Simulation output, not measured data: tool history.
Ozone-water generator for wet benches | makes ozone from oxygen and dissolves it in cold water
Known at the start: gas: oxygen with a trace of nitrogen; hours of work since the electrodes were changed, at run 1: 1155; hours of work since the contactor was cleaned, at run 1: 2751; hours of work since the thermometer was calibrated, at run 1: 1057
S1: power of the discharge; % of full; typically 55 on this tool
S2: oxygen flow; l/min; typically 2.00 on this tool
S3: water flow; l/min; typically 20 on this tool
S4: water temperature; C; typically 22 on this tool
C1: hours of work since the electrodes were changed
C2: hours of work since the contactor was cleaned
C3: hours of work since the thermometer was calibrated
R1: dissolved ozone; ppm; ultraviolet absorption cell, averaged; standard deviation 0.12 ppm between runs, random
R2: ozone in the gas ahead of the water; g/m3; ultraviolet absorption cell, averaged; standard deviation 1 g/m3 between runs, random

| run | hour | S1 | S2 | S3 | S4 | C1 | C2 | C3 | R1 | R2 |
|---|---|---|---|---|---|---|---|---|---|---|
| 1 | 0.0 | 55 | 2.00 | 20 | 22 | 1155 | 2751 | 1057 | 9.4 | 168.3 |
| 2 | 18.7 | 55 | 2.00 | 20 | 22 | 1172 | 2768 | 1073 | 9.5 | 168.5 |
| 3 | 42.7 | 55 | 2.00 | 20 | 22 | 1194 | 2789 | 1095 | 9.1 | 166.5 |
| 4 | 62.0 | 55 | 2.00 | 20 | 22 | 1211 | 2807 | 1112 | 9.3 | 169.7 |
| 5 | 79.0 | 55 | 2.00 | 20 | 22 | 1227 | 2822 | 1128 | 9.2 | 168.0 |
| 6 | 97.9 | 55 | 2.77 | 20 | 22 | 1244 | 2839 | 1145 | 9.6 | 138.2 |
| 7 | 128.7 | 55 | 1.77 | 20 | 22 | 1271 | 2867 | 1173 | 9.1 | 180.4 |
| 8 | 161.1 | 55 | 2.00 | 16 | 22 | 1300 | 2896 | 1202 | 11.3 | 167.5 |
| 9 | 176.3 | 55 | 2.00 | 16 | 22 | 1314 | 2910 | 1215 | 11.4 | 165.8 |
| 10 | 191.6 | 55 | 2.00 | 20 | 22 | 1328 | 2924 | 1229 | 9.3 | 166.2 |
| 11 | 220.6 | 55 | 2.00 | 20 | 22 | 1354 | 2950 | 1255 | 9.2 | 168.3 |
| 12 | 250.8 | 55 | 2.00 | 20 | 22 | 1381 | 2977 | 1282 | 9.2 | 165.6 |
| 13 | 276.2 | 46 | 2.00 | 20 | 20 | 1404 | 3000 | 1305 | 8.1 | 147.0 |
| 14 | 300.0 | 46 | 2.00 | 20 | 20 | 1426 | 3021 | 1327 | 8.3 | 143.2 |
| 15 | 323.5 | 41 | 2.00 | 20 | 17 | 1447 | 3042 | 1348 | 7.6 | 133.0 |
| 16 | 354.4 | 41 | 2.00 | 20 | 17 | 1475 | 3070 | 1376 | 7.6 | 133.9 |
| 17 | 372.2 | 52 | 2.00 | 25 | 25 | 1491 | 3086 | 1392 | 7.1 | 158.0 |
| 18 | 386.6 | 52 | 2.00 | 25 | 25 | 1504 | 3099 | 1405 | 7.2 | 158.9 |
| 19 | 407.8 | 55 | 2.92 | 20 | 22 | 1523 | 3118 | 1424 | 9.7 | 131.2 |
| 20 | 430.2 | 55 | 2.92 | 20 | 22 | 1543 | 3139 | 1444 | 9.5 | 132.1 |
| 21 | 444.9 | 55 | 2.92 | 20 | 22 | 1556 | 3152 | 1457 | 9.3 | 132.1 |
| 22 | 478.4 | 55 | 2.92 | 20 | 22 | 1586 | 3182 | 1488 | 9.6 | 131.9 |
| 23 | 510.8 | 55 | 3.00 | 19 | 22 | 1615 | 3211 | 1517 | 9.8 | 130.6 |

Here are 5 independent what-if runs from the current tool condition. What would each one return?
| A | 533.8 | 52 | 3.52 | 19 | 22 | 1636 | 3232 | 1537 | ? | ? |
| B | 533.8 | 55 | 3.00 | 20 | 22 | 1636 | 3232 | 1537 | ? | ? |
| C | 533.8 | 55 | 1.05 | 14 | 22 | 1636 | 3232 | 1537 | ? | ? |
| D | 533.8 | 55 | 3.00 | 18 | 22 | 1636 | 3232 | 1537 | ? | ? |
| E | 533.8 | 55 | 2.36 | 14 | 23 | 1636 | 3232 | 1537 | ? | ? |

| run | R1 | R2 |
|---|---|---|
| A | 9.5 | 112.6 |
| B | 9.5 | 128.9 |
| C | 11.7 | 242.1 |
| D | 10.3 | 128.7 |
| E | 12.3 | 149.5 |
With no hidden state in the tool, these same runs would have given:
| run | R1 | R2 |
|---|---|---|
| A | 10.8 | 119.2 |
| B | 10.9 | 136.9 |
| C | 13.2 | 257.2 |
| D | 11.7 | 136.8 |
| E | 13.9 | 158.8 |
